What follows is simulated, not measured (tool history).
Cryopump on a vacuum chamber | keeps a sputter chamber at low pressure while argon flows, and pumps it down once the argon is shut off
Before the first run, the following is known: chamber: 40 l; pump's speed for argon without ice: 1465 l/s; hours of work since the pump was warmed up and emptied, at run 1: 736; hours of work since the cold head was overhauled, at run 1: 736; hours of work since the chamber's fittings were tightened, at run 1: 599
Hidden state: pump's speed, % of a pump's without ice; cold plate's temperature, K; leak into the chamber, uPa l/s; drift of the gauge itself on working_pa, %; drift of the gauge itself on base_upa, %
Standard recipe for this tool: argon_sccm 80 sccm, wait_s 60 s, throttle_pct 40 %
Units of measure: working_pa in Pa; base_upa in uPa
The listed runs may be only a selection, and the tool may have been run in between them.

run	hour	argon_sccm	wait_s	throttle_pct	hours of work since the pump was warmed up and emptied	hours of work since the cold head was overhauled	hours of work since the chamber's fittings were tightened	working_pa	base_upa
1	0	80	60	40	736	736	599	0.2491	1.05
2	89.9	80	60	16	779	779	642	0.5932	1.08
# hour 165.8: pump warmed up, emptied and cooled again
3	170.2	80	60	34	2	815	678	0.2712	0.93
4	258.8	80	60	34	44	857	720	0.2745	0.96
5	313.5	80	110	34	70	883	746	0.2718	0.73
6	409.2	80	110	34	116	928	792	0.2765	0.8
7	455.9	80	273	34	138	951	814	0.2741	0.65
8	531.1	80	60	40	174	986	850	0.2359	1.04
9	630	80	188	21	221	1034	897	0.4455	0.76
10	715.7	84	60	17	262	1074	938	0.5825	1.09
11	770.1	84	60	17	288	1100	963	0.5739	1.09
12	865.1	76	21	29	333	1146	1009	0.312	2.11
13	918.2	76	21	29	359	1171	1034	0.311	2.1
# hour 976.2: leaking fittings of the chamber tightened, without venting
14	978.6	107	60	40	386	1199	1	0.3209	0.78
15	1052.6	80	266	43	422	1234	36	0.2231	0.36

4 ways to go on from here, each from the tool as it stands after run 15. What would each give?
A	1115.2	80	60	15	451	1264	66	?	?
B	1115.2	80	60	36	451	1264	66	?	?
C	1115.2	39	90	29	451	1264	66	?	?
D	1115.2	85	140	41	451	1264	66	?	?

run	working_pa	base_upa
A	0.6214	0.77
B	0.2673	0.75
C	0.1604	0.61
D	0.2497	0.49
Had the tool no hidden state, the same runs would have come out as:
run	working_pa	base_upa
A	0.6111	0.7
B	0.2568	0.69
C	0.1553	0.55
D	0.2386	0.42

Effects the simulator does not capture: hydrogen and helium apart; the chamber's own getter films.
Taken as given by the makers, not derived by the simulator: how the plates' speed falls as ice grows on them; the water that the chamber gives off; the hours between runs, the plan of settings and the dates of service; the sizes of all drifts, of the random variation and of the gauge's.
